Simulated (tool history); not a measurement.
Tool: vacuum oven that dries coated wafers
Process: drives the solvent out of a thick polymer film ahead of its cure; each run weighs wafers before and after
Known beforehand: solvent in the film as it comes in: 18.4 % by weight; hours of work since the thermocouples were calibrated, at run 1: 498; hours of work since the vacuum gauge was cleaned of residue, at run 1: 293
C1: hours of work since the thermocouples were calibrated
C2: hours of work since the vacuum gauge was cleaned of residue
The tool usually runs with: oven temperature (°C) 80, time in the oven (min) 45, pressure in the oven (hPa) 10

{"run": 1, "hour": 0.0, "oven temperature (°C)": 80, "time in the oven (min)": 45, "pressure in the oven (hPa)": 10, "C1": 498, "C2": 293, "solvent left in the film (%)": 4.73}
{"run": 2, "hour": 9.5, "oven temperature (°C)": 80, "time in the oven (min)": 45, "pressure in the oven (hPa)": 10, "C1": 503, "C2": 299, "solvent left in the film (%)": 4.62}
{"run": 3, "hour": 23.9, "oven temperature (°C)": 75, "time in the oven (min)": 45, "pressure in the oven (hPa)": 10, "C1": 511, "C2": 307, "solvent left in the film (%)": 6.35}
{"run": 4, "hour": 34.9, "oven temperature (°C)": 75, "time in the oven (min)": 45, "pressure in the oven (hPa)": 10, "C1": 518, "C2": 313, "solvent left in the film (%)": 6.36}
{"run": 5, "hour": 43.2, "oven temperature (°C)": 75, "time in the oven (min)": 45, "pressure in the oven (hPa)": 10, "C1": 522, "C2": 318, "solvent left in the film (%)": 6.49}
{"run": 6, "hour": 58.5, "oven temperature (°C)": 80, "time in the oven (min)": 61, "pressure in the oven (hPa)": 10, "C1": 531, "C2": 326, "solvent left in the film (%)": 3.34}
{"run": 7, "hour": 74.5, "oven temperature (°C)": 80, "time in the oven (min)": 61, "pressure in the oven (hPa)": 10, "C1": 540, "C2": 336, "solvent left in the film (%)": 3.28}
{"run": 8, "hour": 85.4, "oven temperature (°C)": 80, "time in the oven (min)": 45, "pressure in the oven (hPa)": 10, "C1": 546, "C2": 342, "solvent left in the film (%)": 4.83}
{"run": 9, "hour": 103.4, "oven temperature (°C)": 80, "time in the oven (min)": 45, "pressure in the oven (hPa)": 10, "C1": 556, "C2": 352, "solvent left in the film (%)": 4.8}
{"run": 10, "hour": 116.2, "oven temperature (°C)": 80, "time in the oven (min)": 45, "pressure in the oven (hPa)": 10, "C1": 564, "C2": 359, "solvent left in the film (%)": 4.76}
{"run": 11, "hour": 125.6, "oven temperature (°C)": 80, "time in the oven (min)": 45, "pressure in the oven (hPa)": 10, "C1": 569, "C2": 364, "solvent left in the film (%)": 4.78}
{"run": 12, "hour": 132.9, "oven temperature (°C)": 80, "time in the oven (min)": 45, "pressure in the oven (hPa)": 11.3, "C1": 573, "C2": 369, "solvent left in the film (%)": 4.74}
{"run": 13, "hour": 140.9, "oven temperature (°C)": 80, "time in the oven (min)": 45, "pressure in the oven (hPa)": 11.3, "C1": 578, "C2": 373, "solvent left in the film (%)": 4.93}
{"run": 14, "hour": 151.8, "oven temperature (°C)": 80, "time in the oven (min)": 45, "pressure in the oven (hPa)": 11.3, "C1": 584, "C2": 379, "solvent left in the film (%)": 4.87}
{"run": 15, "hour": 163.6, "oven temperature (°C)": 80, "time in the oven (min)": 45, "pressure in the oven (hPa)": 11.3, "C1": 591, "C2": 386, "solvent left in the film (%)": 4.76}
{"run": 16, "hour": 172.7, "oven temperature (°C)": 80, "time in the oven (min)": 45, "pressure in the oven (hPa)": 11.3, "C1": 596, "C2": 391, "solvent left in the film (%)": 4.93}
{"run": 17, "hour": 186.0, "oven temperature (°C)": 80, "time in the oven (min)": 45, "pressure in the oven (hPa)": 10, "C1": 603, "C2": 399, "solvent left in the film (%)": 4.88}
{"run": 18, "hour": 198.7, "oven temperature (°C)": 80, "time in the oven (min)": 45, "pressure in the oven (hPa)": 22.9, "C1": 611, "C2": 406, "solvent left in the film (%)": 4.93}
{"run": 19, "hour": 209.3, "oven temperature (°C)": 80, "time in the oven (min)": 45, "pressure in the oven (hPa)": 22.9, "C1": 617, "C2": 412, "solvent left in the film (%)": 5.23}
{"run": 20, "hour": 222.3, "oven temperature (°C)": 80, "time in the oven (min)": 45, "pressure in the oven (hPa)": 22.9, "C1": 624, "C2": 419, "solvent left in the film (%)": 5.07}
{"run": 21, "hour": 237.3, "oven temperature (°C)": 80, "time in the oven (min)": 45, "pressure in the oven (hPa)": 22.9, "C1": 632, "C2": 428, "solvent left in the film (%)": 5.16}
{"run": 22, "hour": 248.0, "oven temperature (°C)": 80, "time in the oven (min)": 61, "pressure in the oven (hPa)": 10, "C1": 639, "C2": 434, "solvent left in the film (%)": 3.29}
{"run": 23, "hour": 255.2, "oven temperature (°C)": 79, "time in the oven (min)": 73, "pressure in the oven (hPa)": 8.7, "C1": 643, "C2": 438, "solvent left in the film (%)": 2.78}
{"run": 24, "hour": 269.9, "oven temperature (°C)": 68, "time in the oven (min)": 57, "pressure in the oven (hPa)": 11.2, "C1": 651, "C2": 446, "solvent left in the film (%)": 7.62}
{"run": 25, "hour": 283.9, "oven temperature (°C)": 76, "time in the oven (min)": 57, "pressure in the oven (hPa)": 7.6, "C1": 659, "C2": 454, "solvent left in the film (%)": 4.89}
{"run": 26, "hour": 301.0, "oven temperature (°C)": 76, "time in the oven (min)": 57, "pressure in the oven (hPa)": 7.6, "C1": 669, "C2": 464, "solvent left in the film (%)": 4.87}
{"run": 27, "hour": 312.7, "oven temperature (°C)": 76, "time in the oven (min)": 57, "pressure in the oven (hPa)": 7.6, "C1": 675, "C2": 471, "solvent left in the film (%)": 4.83}
{"run": 28, "hour": 329.3, "oven temperature (°C)": 76, "time in the oven (min)": 57, "pressure in the oven (hPa)": 7.6, "C1": 685, "C2": 480, "solvent left in the film (%)": 4.93}
{"run": 29, "hour": 342.5, "oven temperature (°C)": 76, "time in the oven (min)": 76, "pressure in the oven (hPa)": 7.3, "C1": 692, "C2": 488, "solvent left in the film (%)": 3.46}
{"run": 30, "hour": 357.3, "oven temperature (°C)": 76, "time in the oven (min)": 76, "pressure in the oven (hPa)": 7.3, "C1": 701, "C2": 496, "solvent left in the film (%)": 3.42}
{"run": 31, "hour": 366.3, "oven temperature (°C)": 76, "time in the oven (min)": 76, "pressure in the oven (hPa)": 7.3, "C1": 706, "C2": 501, "solvent left in the film (%)": 3.33}
{"run": 32, "hour": 377.3, "oven temperature (°C)": 76, "time in the oven (min)": 76, "pressure in the oven (hPa)": 7.3, "C1": 712, "C2": 507, "solvent left in the film (%)": 3.36}
{"run": 33, "hour": 386.5, "oven temperature (°C)": 80, "time in the oven (min)": 45, "pressure in the oven (hPa)": 21.1, "C1": 717, "C2": 512, "solvent left in the film (%)": 5.05}
{"run": 34, "hour": 395.0, "oven temperature (°C)": 95, "time in the oven (min)": 45, "pressure in the oven (hPa)": 12.1, "C1": 722, "C2": 517, "solvent left in the film (%)": 1.13}
{"run": 35, "hour": 408.7, "oven temperature (°C)": 71, "time in the oven (min)": 38, "pressure in the oven (hPa)": 10.6, "C1": 730, "C2": 525, "solvent left in the film (%)": 8.76}
{"run": 36, "hour": 416.9, "oven temperature (°C)": 71, "time in the oven (min)": 38, "pressure in the oven (hPa)": 10.6, "C1": 734, "C2": 530, "solvent left in the film (%)": 8.6}
{"run": 37, "hour": 426.4, "oven temperature (°C)": 71, "time in the oven (min)": 38, "pressure in the oven (hPa)": 10.6, "C1": 740, "C2": 535, "solvent left in the film (%)": 8.77}
{"run": 38, "hour": 439.3, "oven temperature (°C)": 80, "time in the oven (min)": 56, "pressure in the oven (hPa)": 10, "C1": 747, "C2": 542, "solvent left in the film (%)": 3.8}
{"run": 39, "hour": 456.2, "oven temperature (°C)": 80, "time in the oven (min)": 56, "pressure in the oven (hPa)": 10, "C1": 757, "C2": 552, "solvent left in the film (%)": 3.84}
{"run": 40, "hour": 471.0, "oven temperature (°C)": 90, "time in the oven (min)": 73, "pressure in the oven (hPa)": 10, "C1": 765, "C2": 560, "solvent left in the film (%)": 0.78}

What if the next run were any one of these 3? Each begins from the tool's condition after run 40:
{"run": "A", "hour": 480.7, "oven temperature (°C)": 90, "time in the oven (min)": 73, "pressure in the oven (hPa)": 19.7, "C1": 771, "C2": 566, "solvent left in the film (%)": "?"}
{"run": "B", "hour": 480.7, "oven temperature (°C)": 90, "time in the oven (min)": 73, "pressure in the oven (hPa)": 21.8, "C1": 771, "C2": 566, "solvent left in the film (%)": "?"}
{"run": "C", "hour": 480.7, "oven temperature (°C)": 74, "time in the oven (min)": 31, "pressure in the oven (hPa)": 11.7, "C1": 771, "C2": 566, "solvent left in the film (%)": "?"}

run=A solvent_left_in_the_film_(%)=0.93
run=B solvent_left_in_the_film_(%)=0.99
run=C solvent_left_in_the_film_(%)=8.85
Stripped of hidden state, with their random variation kept, the same runs would have yielded:
run=A solvent_left_in_the_film_(%)=0.75
run=B solvent_left_in_the_film_(%)=0.81
run=C solvent_left_in_the_film_(%)=8.37

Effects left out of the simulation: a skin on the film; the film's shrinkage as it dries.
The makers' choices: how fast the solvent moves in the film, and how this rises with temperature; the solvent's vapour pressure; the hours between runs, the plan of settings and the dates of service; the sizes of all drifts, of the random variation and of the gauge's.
